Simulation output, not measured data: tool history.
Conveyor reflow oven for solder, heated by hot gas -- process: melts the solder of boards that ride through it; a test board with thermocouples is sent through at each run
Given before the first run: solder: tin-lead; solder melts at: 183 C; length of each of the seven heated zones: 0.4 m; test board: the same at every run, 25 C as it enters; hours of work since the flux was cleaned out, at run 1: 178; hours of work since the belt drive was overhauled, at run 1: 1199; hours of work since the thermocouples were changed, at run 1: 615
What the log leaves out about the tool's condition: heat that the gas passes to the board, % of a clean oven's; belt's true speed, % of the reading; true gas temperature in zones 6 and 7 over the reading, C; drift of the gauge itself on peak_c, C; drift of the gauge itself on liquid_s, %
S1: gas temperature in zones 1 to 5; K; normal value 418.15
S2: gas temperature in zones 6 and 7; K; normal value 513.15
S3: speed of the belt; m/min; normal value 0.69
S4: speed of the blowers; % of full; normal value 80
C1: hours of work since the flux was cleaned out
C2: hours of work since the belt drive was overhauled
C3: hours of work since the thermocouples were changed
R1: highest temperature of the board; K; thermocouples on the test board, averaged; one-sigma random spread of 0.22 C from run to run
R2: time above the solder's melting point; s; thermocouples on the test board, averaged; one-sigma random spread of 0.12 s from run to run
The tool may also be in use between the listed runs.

Run 1, hour 0: usual settings; C1 178; C2 1199; C3 615. Result: R1 500.65 K, R2 62 s.
Run 2, hour 44: usual settings but S3 0.783 m/min; C1 202; C2 1223; C3 638. Result: R1 496.45 K, R2 52.3 s.
Run 3, hour 111.4: usual settings but S3 0.783 m/min; C1 237; C2 1259; C3 674. Result: R1 496.25 K, R2 51.9 s.
At hour 149.5: flux residue cleaned out of gas plates and filters.
Run 4, hour 177.2: usual settings but S4 66 % of full; C1 15; C2 1291; C3 706. Result: R1 499.45 K, R2 61.3 s.
Run 5, hour 228.3: usual settings but S4 66 % of full; C1 42; C2 1318; C3 733. Result: R1 498.95 K, R2 61.3 s.
Run 6, hour 258.1: usual settings but S1 410.15 K; C1 58; C2 1334; C3 749. Result: R1 500.95 K, R2 59.7 s.
At hour 280.5: thermocouples of zones 6 and 7 changed.
Run 7, hour 308.4: usual settings but S1 410.15 K; C1 83; C2 1360; C3 15. Result: R1 499.35 K, R2 59.2 s.
Run 8, hour 360.8: usual settings; C1 111; C2 1387; C3 43. Result: R1 500.55 K, R2 62.2 s.
Run 9, hour 396.3: usual settings; C1 130; C2 1406; C3 61. Result: R1 500.15 K, R2 62.1 s.
At hour 404.1: belt drive overhauled, speed set with a stopwatch.
Run 10, hour 462.5: usual settings; C1 163; C2 31; C3 94. Result: R1 500.55 K, R2 62.8 s.
Run 11, hour 493.3: usual settings; C1 179; C2 47; C3 111. Result: R1 500.35 K, R2 62.6 s.
Run 12, hour 533.1: usual settings; C1 201; C2 69; C3 132. Result: R1 500.25 K, R2 62.5 s.
At hour 557.6: belt drive overhauled, speed set with a stopwatch, once more.
Run 13, hour 603.1: usual settings; C1 236; C2 24; C3 167. Result: R1 498.75 K, R2 60.2 s.
At hour 645.4: flux residue cleaned out of gas plates and filters.
Run 14, hour 647.5: usual settings but S3 0.808 m/min; C1 1; C2 45; C3 188. Result: R1 496.65 K, R2 50 s.
Run 15, hour 702: usual settings but S3 0.808 m/min; C1 30; C2 74; C3 217. Result: R1 496.55 K, R2 49.7 s.
Run 16, hour 756.2: usual settings but S3 0.808 m/min; C1 59; C2 103; C3 246. Result: R1 496.45 K, R2 49.5 s.
Run 17, hour 801.3: usual settings but S1 428.15 K, S2 520.15 K, S3 0.816 m/min, S4 53 % of full; C1 83; C2 127; C3 270. Result: R1 494.85 K, R2 51.4 s.
Run 18, hour 835.9: usual settings but S1 414.15 K, S3 0.674 m/min, S4 57 % of full; C1 101; C2 145; C3 288. Result: R1 494.75 K, R2 57.4 s.
Run 19, hour 880: usual settings but S2 523.15 K, S3 0.657 m/min; C1 125; C2 169; C3 311. Result: R1 511.05 K, R2 68.9 s.
Run 20, hour 945.3: usual settings but S1 429.15 K; C1 159; C2 203; C3 346. Result: R1 502.05 K, R2 65.7 s.
Run 21, hour 986.2: usual settings but S1 415.15 K; C1 181; C2 225; C3 368. Result: R1 499.45 K, R2 59.6 s.
Run 22, hour 1054.8: usual settings but S1 423.15 K, S2 511.15 K, S3 0.723 m/min, S4 75 % of full; C1 217; C2 261; C3 404. Result: R1 496.25 K, R2 57.7 s.
Run 23, hour 1098: usual settings but S1 423.15 K, S2 511.15 K, S3 0.723 m/min, S4 75 % of full; C1 240; C2 284; C3 427. Result: R1 495.85 K, R2 57.6 s.
At hour 1129.8: flux residue cleaned out of gas plates and filters.
Run 24, hour 1136.4: usual settings but S1 408.15 K, S2 507.15 K, S3 0.689 m/min, S4 58 % of full; C1 4; C2 302; C3 445. Result: R1 489.55 K, R2 50.5 s.
Run 25, hour 1165.1: usual settings but S1 408.15 K, S2 507.15 K, S3 0.689 m/min, S4 58 % of full; C1 19; C2 317; C3 460. Result: R1 489.35 K, R2 50.2 s.
Run 26, hour 1206.6: usual settings but S1 411.15 K, S4 62 % of full; C1 41; C2 339; C3 482. Result: R1 495.95 K, R2 56.1 s.
Run 27, hour 1257.5: usual settings but S3 0.595 m/min, S4 77 % of full; C1 68; C2 366; C3 509. Result: R1 504.65 K, R2 73.9 s.
Run 28, hour 1309.2: usual settings but S1 432.15 K, S2 514.15 K, S3 0.653 m/min, S4 55 % of full; C1 95; C2 394; C3 537. Result: R1 500.55 K, R2 70.1 s.
Run 29, hour 1367: usual settings but S3 0.565 m/min; C1 126; C2 425; C3 567. Result: R1 506.45 K, R2 78.6 s.
Run 30, hour 1395.8: usual settings but S3 0.565 m/min; C1 141; C2 440; C3 583. Result: R1 506.25 K, R2 78.7 s.
Run 31, hour 1460.6: usual settings but S3 0.565 m/min; C1 176; C2 474; C3 617. Result: R1 505.95 K, R2 78.2 s.

3 ways to go on from here, each from the tool as it stands after run 31. What would each give?
Run A, hour 1507.2: usual settings but S2 525.15 K, S3 0.653 m/min; C1 200; C2 499; C3 642. Result: R1 ?, R2 ?.
Run B, hour 1507.2: usual settings but S2 526.15 K; C1 200; C2 499; C3 642. Result: R1 ?, R2 ?.
Run C, hour 1507.2: usual settings but S4 82 % of full; C1 200; C2 499; C3 642. Result: R1 ?, R2 ?.

run      R1    R2
  A  513.45  70.7
  B  512.35  66.5
  C  500.75  61.4
Had the tool no hidden state, the same runs would have come out as:
run      R1    R2
  A  513.75  70.1
  B  512.95    66
  C  501.15  61.2
